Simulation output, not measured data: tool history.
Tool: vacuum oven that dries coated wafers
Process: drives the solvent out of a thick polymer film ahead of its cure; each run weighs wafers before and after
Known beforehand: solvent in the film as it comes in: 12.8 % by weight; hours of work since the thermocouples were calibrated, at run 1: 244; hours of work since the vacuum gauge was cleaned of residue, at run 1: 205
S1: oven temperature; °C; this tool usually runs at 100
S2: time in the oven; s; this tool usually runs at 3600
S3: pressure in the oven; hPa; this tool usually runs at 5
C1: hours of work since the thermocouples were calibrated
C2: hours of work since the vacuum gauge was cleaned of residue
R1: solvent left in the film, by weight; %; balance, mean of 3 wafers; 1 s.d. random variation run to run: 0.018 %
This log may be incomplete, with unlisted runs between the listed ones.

| run | hour | S1 | S2 | S3 | C1 | C2 | R1 |
|---|---|---|---|---|---|---|---|
| 1 | 0 | 100 | 3600 | 5 | 244 | 205 | 1.01 |
| 2 | 19.1 | 100 | 5640 | 5 | 254 | 215 | 0.53 |
| 3 | 32.2 | 100 | 3600 | 5 | 261 | 222 | 1.03 |
| 4 | 56.9 | 100 | 3600 | 5 | 274 | 235 | 1 |
| 5 | 69.8 | 100 | 3600 | 5 | 281 | 242 | 1 |
| 6 | 96 | 100 | 3120 | 5 | 295 | 256 | 1.28 |
| 7 | 112.7 | 100 | 3120 | 5 | 304 | 265 | 1.31 |
| 8 | 137.1 | 100 | 3120 | 5 | 317 | 278 | 1.34 |
| 9 | 148.7 | 111 | 3120 | 5 | 323 | 284 | 0.53 |
| 10 | 160.8 | 111 | 3120 | 5 | 330 | 291 | 0.51 |
| 11 | 181.8 | 113 | 3600 | 5 | 341 | 302 | 0.34 |
| 12 | 199.3 | 113 | 3600 | 5 | 350 | 311 | 0.35 |
| 13 | 221.4 | 100 | 3840 | 5 | 362 | 323 | 0.91 |
| 14 | 239.1 | 100 | 3840 | 5 | 372 | 332 | 0.98 |
| 15 | 255 | 100 | 3180 | 5 | 380 | 341 | 1.29 |
| 16 | 277.5 | 100 | 3180 | 5 | 392 | 353 | 1.28 |
| 17 | 295.4 | 100 | 3180 | 5 | 402 | 362 | 1.28 |
| 18 | 322.1 | 100 | 3600 | 5 | 416 | 377 | 1.05 |
| 19 | 346.7 | 100 | 3600 | 5 | 429 | 390 | 1.04 |
| 20 | 372 | 100 | 3600 | 8.19 | 443 | 403 | 1.25 |
| 21 | 391.2 | 100 | 3600 | 8.19 | 453 | 414 | 1.28 |
| 22 | 411.6 | 100 | 3600 | 8.19 | 464 | 425 | 1.32 |
| 23 | 425 | 100 | 3600 | 8.19 | 471 | 432 | 1.28 |
| 24 | 437.2 | 93 | 3600 | 5 | 477 | 438 | 1.81 |
| 25 | 455.9 | 88 | 2520 | 3.86 | 487 | 448 | 3.6 |
| 26 | 480.9 | 96 | 3420 | 3.91 | 501 | 462 | 1.51 |
| 27 | 504.8 | 96 | 3420 | 3.91 | 514 | 474 | 1.49 |
| 28 | 527.4 | 96 | 3420 | 3.91 | 526 | 486 | 1.51 |
| 29 | 538.9 | 96 | 3420 | 3.91 | 532 | 493 | 1.5 |
| 30 | 562 | 91 | 2760 | 3.88 | 544 | 505 | 2.82 |
| 31 | 579.8 | 100 | 5400 | 4.92 | 554 | 514 | 0.63 |
| 32 | 603.6 | 100 | 5400 | 4.92 | 566 | 527 | 0.6 |
| 33 | 615.2 | 100 | 4260 | 14.36 | 573 | 533 | 1.53 |
| 34 | 630.4 | 100 | 3600 | 19.41 | 581 | 541 | 2.16 |
| 35 | 646.6 | 96 | 3600 | 2.96 | 589 | 550 | 1.33 |
| 36 | 666.8 | 100 | 3600 | 5.98 | 600 | 561 | 1.2 |
| 37 | 692.5 | 102 | 5040 | 15.07 | 614 | 575 | 1.29 |
| 38 | 706.6 | 114 | 3120 | 15.98 | 621 | 582 | 0.96 |
| 39 | 717.9 | 104 | 4500 | 15.98 | 627 | 588 | 1.31 |
| 40 | 729.1 | 96 | 5220 | 16.93 | 633 | 594 | 1.9 |
| 41 | 752.8 | 89 | 2160 | 16.93 | 646 | 607 | 5.17 |
| 42 | 767.7 | 102 | 3000 | 7.36 | 654 | 615 | 1.43 |
| 43 | 791.7 | 100 | 3600 | 2.87 | 667 | 628 | 1.02 |
| 44 | 816.3 | 100 | 3600 | 2.87 | 680 | 641 | 1 |
| 45 | 843.4 | 100 | 3600 | 2.87 | 694 | 655 | 1.01 |
| 46 | 862.4 | 100 | 3600 | 2.87 | 705 | 665 | 1 |
| 47 | 885.3 | 100 | 2040 | 7.52 | 717 | 678 | 2.79 |

Each row is a separate what-if for the run after 47, all from the same tool condition, not one after another. Results?
| A | 904.7 | 100 | 2340 | 7.52 | 727 | 688 | ? |
| B | 904.7 | 100 | 2160 | 5 | 727 | 688 | ? |
| C | 904.7 | 95 | 3600 | 14.2 | 727 | 688 | ? |

| run | R1 |
|---|---|
| A | 2.38 |
| B | 2.48 |
| C | 2.41 |
With the hidden condition removed and each run's random variation left untouched, the same runs would have given:
| run | R1 |
|---|---|
| A | 2.12 |
| B | 2.22 |
| C | 2.13 |

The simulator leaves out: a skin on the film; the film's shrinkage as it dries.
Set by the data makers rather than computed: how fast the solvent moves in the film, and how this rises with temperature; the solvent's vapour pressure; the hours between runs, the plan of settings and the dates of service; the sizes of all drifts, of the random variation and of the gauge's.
